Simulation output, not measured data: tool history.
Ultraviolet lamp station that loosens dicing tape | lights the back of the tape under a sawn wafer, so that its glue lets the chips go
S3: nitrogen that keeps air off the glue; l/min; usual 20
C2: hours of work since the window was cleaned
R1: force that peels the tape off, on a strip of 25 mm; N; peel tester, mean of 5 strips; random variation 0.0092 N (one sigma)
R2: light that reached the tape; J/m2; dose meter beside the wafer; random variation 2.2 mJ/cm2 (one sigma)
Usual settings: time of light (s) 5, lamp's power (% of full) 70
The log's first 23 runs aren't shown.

Run 24, hour 552.4: usual settings but time of light (s) 4, lamp's power (% of full) 67; hours of work of the lamp 553; C2 61. Result: R1 1.02 N, R2 1210 J/m2.
Run 25, hour 583.4: usual settings but time of light (s) 4, lamp's power (% of full) 67, S3 6 l/min; hours of work of the lamp 566; C2 74. Result: R1 1.793 N, R2 1250 J/m2.
Run 26, hour 601: usual settings but S3 14 l/min; hours of work of the lamp 573; C2 81. Result: R1 0.762 N, R2 1590 J/m2.
Run 27, hour 615.4: usual settings but S3 14 l/min; hours of work of the lamp 579; C2 87. Result: R1 0.753 N, R2 1560 J/m2.
Run 28, hour 638: usual settings but time of light (s) 6, lamp's power (% of full) 87, S3 35 l/min; hours of work of the lamp 589; C2 97. Result: R1 0.27 N, R2 2300 J/m2.
Run 29, hour 651.9: usual settings but lamp's power (% of full) 65, S3 21 l/min; hours of work of the lamp 594; C2 102. Result: R1 0.708 N, R2 1450 J/m2.
Run 30, hour 679.3: usual settings but time of light (s) 4, S3 7 l/min; hours of work of the lamp 606; C2 114. Result: R1 1.61 N, R2 1240 J/m2.
Run 31, hour 696.4: usual settings but time of light (s) 4, lamp's power (% of full) 61, S3 7 l/min; hours of work of the lamp 613; C2 121. Result: R1 1.96 N, R2 1050 J/m2.
Run 32, hour 724.3: usual settings but time of light (s) 7, lamp's power (% of full) 61, S3 7 l/min; hours of work of the lamp 625; C2 133. Result: R1 0.834 N, R2 1820 J/m2.
Run 33, hour 754.9: usual settings but time of light (s) 7, S3 22 l/min; hours of work of the lamp 637; C2 145. Result: R1 0.342 N, R2 2090 J/m2.
Run 34, hour 769.1: usual settings but time of light (s) 2, lamp's power (% of full) 75, S3 10 l/min; hours of work of the lamp 643; C2 151. Result: R1 2.954 N, R2 610 J/m2.
At hour 783: lamp changed.
Run 35, hour 800.4: usual settings but lamp's power (% of full) 76, S3 16 l/min; hours of work of the lamp 7; C2 164. Result: R1 0.403 N, R2 2060 J/m2.
Run 36, hour 818.3: usual settings but lamp's power (% of full) 76, S3 16 l/min; hours of work of the lamp 15; C2 171. Result: R1 0.41 N, R2 2030 J/m2.
Run 37, hour 836.7: usual settings but lamp's power (% of full) 97; hours of work of the lamp 22; C2 179. Result: R1 0.262 N, R2 2600 J/m2.
Run 38, hour 853.1: usual settings but lamp's power (% of full) 97, S3 24 l/min; hours of work of the lamp 29; C2 186. Result: R1 0.248 N, R2 2570 J/m2.

The next listed run, before its measurement:
Run 39, hour 868.4: usual settings but lamp's power (% of full) 97, S3 24 l/min; hours of work of the lamp 36; C2 192. Result: R1 ?, R2 ?.

R1: 0.249 N
R2: 2570 J/m2
Without the tool's hidden state the same run would have given R1 0.233 N, R2 2770 J/m2.
